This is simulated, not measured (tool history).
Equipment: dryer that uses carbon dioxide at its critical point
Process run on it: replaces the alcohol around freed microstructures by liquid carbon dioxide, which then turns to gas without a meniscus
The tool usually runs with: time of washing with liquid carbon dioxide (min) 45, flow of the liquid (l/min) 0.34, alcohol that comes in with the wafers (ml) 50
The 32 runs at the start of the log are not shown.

run	hour	time of washing with liquid carbon dioxide (min)	flow of the liquid (l/min)	alcohol that comes in with the wafers (ml)	hours of work since the filter was changed	hours of work since the purifier's bed was changed	alcohol left in the vessel before it's heated (ppm by volume)
33	894	53	0.391	60	141	398	95
34	929.1	53	0.32	57	167	424	164
35	955.8	53	0.32	57	187	444	172
36	987.4	53	0.32	57	211	468	178
37	1019.4	37	0.32	57	234	492	596
38	1057	46	0.246	35	262	520	498
# hour 1089: inlet filter changed
39	1094.7	46	0.246	82	4	547	864
40	1120.9	45	0.537	108	24	566	117
41	1142.1	46	0.34	87	40	582	270
# hour 1174.2: purifier's bed changed
42	1179.4	30	0.34	87	65	4	1226
43	1208.6	30	0.34	87	87	26	1220
44	1229.3	45	0.242	28	102	41	346
45	1255.1	45	0.469	22	121	60	24
46	1287.4	28	0.469	22	145	84	128
47	1310.8	42	0.503	50	163	102	42

3 options for the next run, each taken on its own from the tool as it stands now. Forecast them:
A	1336.5	45	0.223	100	182	121	?
B	1336.5	45	0.365	50	182	121	?
C	1336.5	68	0.503	50	182	121	?

run	alcohol left in the vessel before it's heated (ppm by volume)
A	1748
B	116
C	26
With the hidden condition removed and each run's random variation left untouched, the same runs would have given:
run	alcohol left in the vessel before it's heated (ppm by volume)
A	1439
B	71
C	4
